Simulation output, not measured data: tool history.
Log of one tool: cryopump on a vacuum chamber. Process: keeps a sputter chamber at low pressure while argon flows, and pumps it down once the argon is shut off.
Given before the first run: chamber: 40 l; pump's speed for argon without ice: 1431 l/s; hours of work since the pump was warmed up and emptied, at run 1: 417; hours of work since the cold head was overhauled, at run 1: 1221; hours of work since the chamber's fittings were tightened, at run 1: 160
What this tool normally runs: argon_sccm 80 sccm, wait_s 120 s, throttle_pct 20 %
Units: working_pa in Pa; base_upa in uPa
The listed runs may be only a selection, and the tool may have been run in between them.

run   hour  argon_sccm  wait_s  throttle_pct  hours of work since the pump was warmed up and emptied  hours of work since the cold head was overhauled  hours of work since the chamber's fittings were tightened  working_pa  base_upa
  1      0          80     120            20                                                     417                                              1221                                                        160      0.4922      0.88
  2   44.3          80     120            20                                                     439                                              1243                                                        181      0.4935      0.97
  3   86.5          80     222            20                                                     460                                              1263                                                        202      0.4939      0.87
  4  143.9          80     120            20                                                     488                                              1292                                                        230      0.4931      1.07
  5  183.5          80     120            20                                                     507                                              1311                                                        250      0.4945      1.13
  6    222          80     120            20                                                     526                                              1330                                                        269      0.4948      1.14
  7  260.7          41     209            16                                                     545                                              1349                                                        287      0.3166       1.1
  8  317.3          41     209            16                                                     573                                              1377                                                        315      0.3143       1.2
  9  370.2          47     120            25                                                     599                                              1403                                                        341       0.237      1.37
 10  430.8          80      58            46                                                     629                                              1432                                                        371      0.2314      1.78
 11  477.4         156     120            43                                                     652                                              1455                                                        394      0.4827      1.51

Below are 5 alternative next runs, each starting from the tool's condition after run 11. Predict each:
  A  539.2          58     120            43                                                     682                                              1486                                                        424           ?         ?
  B  539.2         150     120            43                                                     682                                              1486                                                        424           ?         ?
  C  539.2          50      99            31                                                     682                                              1486                                                        424           ?         ?
  D  539.2         113      26            49                                                     682                                              1486                                                        424           ?         ?
  E  539.2          41      48            20                                                     682                                              1486                                                        424           ?         ?

run  working_pa  base_upa
  A      0.1797      1.57
  B      0.4689      1.65
  C      0.2107      1.67
  D      0.3149      2.69
  E      0.2565      2.08
Without the tool's hidden state the same runs would have given:
run  working_pa  base_upa
  A      0.1582      0.47
  B       0.413      0.52
  C       0.192      0.56
  D      0.2728      1.56
  E      0.2413      0.95
